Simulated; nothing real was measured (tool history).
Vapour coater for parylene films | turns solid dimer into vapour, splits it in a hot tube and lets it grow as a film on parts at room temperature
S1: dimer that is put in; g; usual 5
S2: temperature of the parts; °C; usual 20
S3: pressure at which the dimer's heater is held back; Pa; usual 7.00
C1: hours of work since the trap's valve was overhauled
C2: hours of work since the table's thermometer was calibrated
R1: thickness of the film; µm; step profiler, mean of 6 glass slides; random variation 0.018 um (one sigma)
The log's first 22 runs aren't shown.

run     day  S1  S2     S3   C1    C2    R1
 23  25.804   9  25   3.02  194   993  1.59
 24  27.333   9  25   3.02  222  1020  1.57
     28.196  -- trap's valve overhauled
 25  28.329   9  25   3.02    2  1035  1.60
 26  29.779   2  19  11.83   29  1062  0.32
 27  30.638   2  19  11.83   44  1077  0.30
 28  31.892   2  19  11.83   67  1100  0.32
 29  33.108   7  23  11.83   89  1122  0.99
 30  34.542   7  23  11.83  115  1148  0.98
 31  35.254   7  29   5.37  128  1161  1.00

Forecast each of these 4 alternatives for the next run:
  A  36.250   8  20  4.57  146  1179   ?
  B  36.250   7  14  5.41  146  1179   ?
  C  36.250   5  20  8.29  146  1179   ?
  D  36.250   7  14  3.46  146  1179   ?

run    R1
  A  1.44
  B  1.36
  C  0.80
  D  1.51
Without the tool's hidden state the same runs would have given:
run    R1
  A  1.45
  B  1.36
  C  0.80
  D  1.51
